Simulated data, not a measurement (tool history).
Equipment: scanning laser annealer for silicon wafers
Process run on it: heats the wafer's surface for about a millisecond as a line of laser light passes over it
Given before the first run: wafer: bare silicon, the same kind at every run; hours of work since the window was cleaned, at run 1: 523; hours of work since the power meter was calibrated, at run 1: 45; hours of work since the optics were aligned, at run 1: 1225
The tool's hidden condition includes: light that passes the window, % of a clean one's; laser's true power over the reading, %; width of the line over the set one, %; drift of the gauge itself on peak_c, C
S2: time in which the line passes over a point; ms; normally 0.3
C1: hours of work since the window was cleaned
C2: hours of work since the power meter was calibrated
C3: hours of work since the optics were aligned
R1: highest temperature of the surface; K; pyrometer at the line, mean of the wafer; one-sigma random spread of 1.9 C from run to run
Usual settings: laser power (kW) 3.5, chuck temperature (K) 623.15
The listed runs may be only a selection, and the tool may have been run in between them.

{"run": 1, "hour": 0.0, "laser power (kW)": 3.5, "S2": 0.3, "chuck temperature (K)": 623.15, "C1": 523, "C2": 45, "C3": 1225, "R1": 1441.15}
{"run": 2, "hour": 18.7, "laser power (kW)": 3.5, "S2": 0.3, "chuck temperature (K)": 623.15, "C1": 530, "C2": 53, "C3": 1233, "R1": 1442.15}
{"run": 3, "hour": 26.9, "laser power (kW)": 3.5, "S2": 0.3, "chuck temperature (K)": 618.15, "C1": 533, "C2": 56, "C3": 1236, "R1": 1435.15}
{"run": 4, "hour": 37.9, "laser power (kW)": 3.5, "S2": 0.3, "chuck temperature (K)": 618.15, "C1": 538, "C2": 61, "C3": 1240, "R1": 1434.15}
{"run": 5, "hour": 53.9, "laser power (kW)": 3.5, "S2": 0.3, "chuck temperature (K)": 623.15, "C1": 545, "C2": 67, "C3": 1247, "R1": 1442.15}
{"run": 6, "hour": 64.2, "laser power (kW)": 3.5, "S2": 0.3, "chuck temperature (K)": 623.15, "C1": 549, "C2": 71, "C3": 1251, "R1": 1440.15}
{"run": 7, "hour": 82.5, "laser power (kW)": 3.5, "S2": 0.3, "chuck temperature (K)": 623.15, "C1": 556, "C2": 79, "C3": 1259, "R1": 1439.15}
{"run": 8, "hour": 94.1, "laser power (kW)": 3.5, "S2": 0.3, "chuck temperature (K)": 623.15, "C1": 561, "C2": 84, "C3": 1263, "R1": 1440.15}
{"run": 9, "hour": 104.2, "laser power (kW)": 3.5, "S2": 0.3, "chuck temperature (K)": 623.15, "C1": 565, "C2": 88, "C3": 1267, "R1": 1437.15}
{"run": 10, "hour": 116.4, "laser power (kW)": 3.5, "S2": 0.3, "chuck temperature (K)": 623.15, "C1": 570, "C2": 93, "C3": 1272, "R1": 1441.15}
{"run": 11, "hour": 131.3, "laser power (kW)": 3.5, "S2": 0.3, "chuck temperature (K)": 609.15, "C1": 576, "C2": 99, "C3": 1279, "R1": 1425.15}
{"run": 12, "hour": 139.9, "laser power (kW)": 3.57, "S2": 0.3, "chuck temperature (K)": 623.15, "C1": 580, "C2": 102, "C3": 1282, "R1": 1456.15}
{"run": 13, "hour": 147.9, "laser power (kW)": 3.57, "S2": 0.272, "chuck temperature (K)": 623.15, "C1": 583, "C2": 105, "C3": 1285, "R1": 1412.15}
{"run": 14, "hour": 164.4, "laser power (kW)": 3.57, "S2": 0.272, "chuck temperature (K)": 623.15, "C1": 590, "C2": 112, "C3": 1292, "R1": 1410.15}
{"run": 15, "hour": 176.7, "laser power (kW)": 3.5, "S2": 0.3, "chuck temperature (K)": 628.15, "C1": 595, "C2": 117, "C3": 1297, "R1": 1445.15}
{"run": 16, "hour": 188.1, "laser power (kW)": 3.5, "S2": 0.3, "chuck temperature (K)": 623.15, "C1": 599, "C2": 122, "C3": 1302, "R1": 1438.15}
{"run": 17, "hour": 197.6, "laser power (kW)": 3.5, "S2": 0.3, "chuck temperature (K)": 623.15, "C1": 603, "C2": 126, "C3": 1306, "R1": 1440.15}
{"run": 18, "hour": 214.6, "laser power (kW)": 3.799, "S2": 0.3, "chuck temperature (K)": 585.15, "C1": 610, "C2": 133, "C3": 1313, "R1": 1473.15}
{"run": 19, "hour": 231.9, "laser power (kW)": 3.799, "S2": 0.3, "chuck temperature (K)": 585.15, "C1": 617, "C2": 140, "C3": 1320, "R1": 1477.15}
{"run": 20, "hour": 250.4, "laser power (kW)": 3.5, "S2": 0.325, "chuck temperature (K)": 615.15, "C1": 625, "C2": 147, "C3": 1327, "R1": 1469.15}
{"run": 21, "hour": 263.7, "laser power (kW)": 3.687, "S2": 0.239, "chuck temperature (K)": 646.15, "C1": 630, "C2": 153, "C3": 1333, "R1": 1403.15}
{"run": 22, "hour": 275.1, "laser power (kW)": 3.267, "S2": 0.245, "chuck temperature (K)": 646.15, "C1": 635, "C2": 157, "C3": 1337, "R1": 1326.15}
{"run": 23, "hour": 292.4, "laser power (kW)": 3.267, "S2": 0.245, "chuck temperature (K)": 646.15, "C1": 642, "C2": 165, "C3": 1344, "R1": 1322.15}
{"run": 24, "hour": 303.0, "laser power (kW)": 3.137, "S2": 0.352, "chuck temperature (K)": 623.15, "C1": 646, "C2": 169, "C3": 1349, "R1": 1421.15}
{"run": 25, "hour": 317.6, "laser power (kW)": 3.137, "S2": 0.319, "chuck temperature (K)": 623.15, "C1": 652, "C2": 175, "C3": 1355, "R1": 1379.15}
{"run": 26, "hour": 332.3, "laser power (kW)": 2.977, "S2": 0.211, "chuck temperature (K)": 623.15, "C1": 658, "C2": 181, "C3": 1361, "R1": 1190.15}
{"run": 27, "hour": 341.1, "laser power (kW)": 3.323, "S2": 0.289, "chuck temperature (K)": 623.15, "C1": 662, "C2": 184, "C3": 1364, "R1": 1381.15}
{"run": 28, "hour": 355.0, "laser power (kW)": 3.323, "S2": 0.289, "chuck temperature (K)": 623.15, "C1": 668, "C2": 190, "C3": 1370, "R1": 1382.15}
{"run": 29, "hour": 370.5, "laser power (kW)": 3.323, "S2": 0.289, "chuck temperature (K)": 623.15, "C1": 674, "C2": 196, "C3": 1376, "R1": 1383.15}
{"run": 30, "hour": 386.5, "laser power (kW)": 3.553, "S2": 0.232, "chuck temperature (K)": 595.15, "C1": 680, "C2": 203, "C3": 1383, "R1": 1310.15}
{"run": 31, "hour": 401.1, "laser power (kW)": 3.553, "S2": 0.232, "chuck temperature (K)": 595.15, "C1": 686, "C2": 209, "C3": 1389, "R1": 1312.15}
{"run": 32, "hour": 412.9, "laser power (kW)": 3.19, "S2": 0.257, "chuck temperature (K)": 591.15, "C1": 691, "C2": 214, "C3": 1394, "R1": 1269.15}

Consider 3 possible next runs. They are alternatives, not a sequence: every one starts from the tool as it was left by run 32. What does each give?
{"run": "A", "hour": 430.5, "laser power (kW)": 3.5, "S2": 0.3, "chuck temperature (K)": 610.15, "C1": 698, "C2": 221, "C3": 1401, "R1": "?"}
{"run": "B", "hour": 430.5, "laser power (kW)": 3.5, "S2": 0.3, "chuck temperature (K)": 661.15, "C1": 698, "C2": 221, "C3": 1401, "R1": "?"}
{"run": "C", "hour": 430.5, "laser power (kW)": 3.329, "S2": 0.3, "chuck temperature (K)": 623.15, "C1": 698, "C2": 221, "C3": 1401, "R1": "?"}

run=A R1=1425.15
run=B R1=1479.15
run=C R1=1396.15
Had the tool no hidden state, the same runs would have come out as:
run=A R1=1428.15
run=B R1=1482.15
run=C R1=1399.15
